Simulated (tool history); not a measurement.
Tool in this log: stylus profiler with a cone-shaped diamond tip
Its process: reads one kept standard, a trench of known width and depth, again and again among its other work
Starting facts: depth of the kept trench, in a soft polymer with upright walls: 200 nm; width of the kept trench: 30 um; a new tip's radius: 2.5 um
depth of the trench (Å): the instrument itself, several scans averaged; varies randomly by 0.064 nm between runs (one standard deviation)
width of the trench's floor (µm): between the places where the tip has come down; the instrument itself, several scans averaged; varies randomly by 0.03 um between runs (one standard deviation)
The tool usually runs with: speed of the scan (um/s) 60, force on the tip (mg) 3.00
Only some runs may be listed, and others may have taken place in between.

| run | hour | speed of the scan (um/s) | force on the tip (mg) | depth of the trench (Å) | width of the trench's floor (µm) |
|---|---|---|---|---|---|
| 1 | 0.0 | 60 | 3.00 | 2020.9 | 27.65 |
| 2 | 49.2 | 60 | 3.00 | 2019.8 | 27.65 |
| 3 | 78.8 | 30 | 3.00 | 2020.8 | 27.73 |
| 4 | 100.2 | 60 | 4.33 | 2027.6 | 27.62 |
| 5 | 132.1 | 60 | 3.00 | 2021.1 | 27.60 |
| 6 | 158.6 | 60 | 3.00 | 2021.1 | 27.57 |
| 7 | 182.1 | 60 | 3.00 | 2020.5 | 27.56 |
| 8 | 204.9 | 60 | 3.00 | 2020.3 | 27.60 |
| 9 | 232.1 | 25 | 3.00 | 2019.8 | 27.64 |
| 10 | 277.1 | 25 | 3.00 | 2019.7 | 27.70 |
| 11 | 321.5 | 60 | 3.00 | 2020.2 | 27.56 |
| 12 | 346.2 | 60 | 2.03 | 2014.2 | 27.48 |
| 13 | 393.7 | 106 | 1.93 | 2014.2 | 27.39 |
| 14 | 432.4 | 32 | 1.86 | 2015.6 | 27.61 |
| 15 | 482.1 | 52 | 7.46 | 2039.1 | 27.60 |
| 16 | 523.4 | 22 | 4.11 | 2024.5 | 27.63 |
| 17 | 559.1 | 22 | 4.11 | 2024.5 | 27.58 |
| 18 | 581.8 | 22 | 4.11 | 2025.3 | 27.61 |
| 19 | 616.4 | 60 | 5.22 | 2029.3 | 27.56 |
| 20 | 668.1 | 60 | 5.22 | 2029.9 | 27.48 |

What will run 21 give?
| 21 | 704.5 | 60 | 5.22 | ? | ? |

depth of the trench (Å): 2030.2
width of the trench's floor (µm): 27.51
If the tool had no hidden condition, the same run with the same run-to-run variation would have returned depth of the trench (Å) 2034.5, width of the trench's floor (µm) 27.94.
